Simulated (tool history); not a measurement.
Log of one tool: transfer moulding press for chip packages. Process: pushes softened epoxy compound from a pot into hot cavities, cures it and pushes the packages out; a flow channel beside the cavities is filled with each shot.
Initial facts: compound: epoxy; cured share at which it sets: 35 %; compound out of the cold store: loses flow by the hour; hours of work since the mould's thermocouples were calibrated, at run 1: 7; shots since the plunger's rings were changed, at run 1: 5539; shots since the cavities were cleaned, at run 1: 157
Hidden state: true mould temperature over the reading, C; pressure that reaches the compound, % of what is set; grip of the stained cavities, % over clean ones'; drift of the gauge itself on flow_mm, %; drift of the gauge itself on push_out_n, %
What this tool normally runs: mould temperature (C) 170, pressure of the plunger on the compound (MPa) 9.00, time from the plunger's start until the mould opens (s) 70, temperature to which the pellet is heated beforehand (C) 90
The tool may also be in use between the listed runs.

run,hour,mould temperature (C),pressure of the plunger on the compound (MPa),time from the plunger's start until the mould opens (s),temperature to which the pellet is heated beforehand (C),hours of work since the mould's thermocouples were calibrated,shots since the plunger's rings were changed,shots since the cavities were cleaned,incoming compound's hours out of the cold store,length that the compound runs in the flow channel (mm),greatest force on the pins that push the packages out (N)
1,0.0,170,9.00,70,90,7,5539,157,27.3,664,232
2,25.3,170,9.00,70,90,21,5837,455,37.5,645,252
3,48.2,170,8.27,70,90,33,6107,725,20.4,651,272
# hour 53.5: cavities cleaned with cleaning compound and waxed
4,74.0,170,7.07,70,90,47,6393,241,34.0,576,235
# hour 91.2: plunger's sealing rings changed
5,91.3,170,7.07,70,90,55,1,416,24.9,624,252
6,111.8,170,7.07,70,90,66,243,658,10.2,641,270
# hour 123.1: cavities cleaned with cleaning compound and waxed
7,136.4,170,7.07,70,90,78,515,157,20.7,620,233
8,157.4,170,7.07,70,90,90,763,405,43.0,590,245
9,176.5,170,7.07,70,90,100,988,630,35.2,597,264
# hour 190.5: cavities cleaned with cleaning compound and waxed
10,201.5,170,9.00,59,90,113,1264,129,12.2,716,330
11,222.0,170,9.00,59,90,124,1507,372,9.3,718,376
12,246.9,170,9.00,55,90,137,1799,664,25.4,683,469
# hour 258.7: cavities cleaned with cleaning compound and waxed
13,265.1,170,9.00,55,90,147,1996,75,14.8,709,368
14,281.5,170,9.00,70,93,155,2190,269,9.6,716,238
15,310.5,176,9.00,70,90,171,2532,611,11.4,694,234
# hour 325.5: cavities cleaned with cleaning compound and waxed
16,332.1,176,9.00,70,90,182,2769,78,46.3,631,187
17,354.2,176,9.00,70,90,194,3029,338,33.2,651,213
# hour 358.2: mould's thermocouples calibrated
18,382.1,176,9.71,70,98,13,3334,643,35.0,669,241
# hour 394.6: cavities cleaned with cleaning compound and waxed
19,412.4,176,9.25,95,98,29,3674,210,8.8,699,189
20,440.7,176,9.25,95,98,44,4008,544,11.2,700,217
21,456.5,176,6.94,95,98,53,4194,730,16.7,594,230
# hour 462.2: cavities cleaned with cleaning compound and waxed
22,472.5,170,7.01,91,90,60,4364,121,22.3,599,193
23,486.8,170,7.01,91,90,68,4532,289,41.7,569,200
24,510.8,172,7.01,65,90,81,4816,573,47.8,553,252
25,524.0,169,7.31,63,83,88,4972,729,38.3,583,331
# hour 528.6: cavities cleaned with cleaning compound and waxed
# hour 534.9: mould's thermocouples calibrated, once more
26,550.2,169,7.31,63,83,8,5239,231,41.2,579,306
27,568.1,169,7.31,55,83,18,5449,441,38.5,581,458
# hour 597.2: cavities cleaned with cleaning compound and waxed
28,597.2,171,9.00,59,90,33,5775,0,27.0,660,263
29,624.2,166,6.94,58,97,48,6094,319,13.3,607,455

Here are 3 independent what-if runs from the current tool condition. What would each one return?
A,653.0,163,6.94,58,92,63,6433,658,27.7,?,?
B,653.0,170,6.94,107,94,63,6433,658,28.3,?,?
C,653.0,165,6.94,58,92,63,6433,658,9.1,?,?

run,length that the compound runs in the flow channel (mm),greatest force on the pins that push the packages out (N)
A,590,597
B,579,227
C,619,565
Without the tool's unlogged condition, the same runs would have read:
run,length that the compound runs in the flow channel (mm),greatest force on the pins that push the packages out (N)
A,622,465
B,610,173
C,653,441
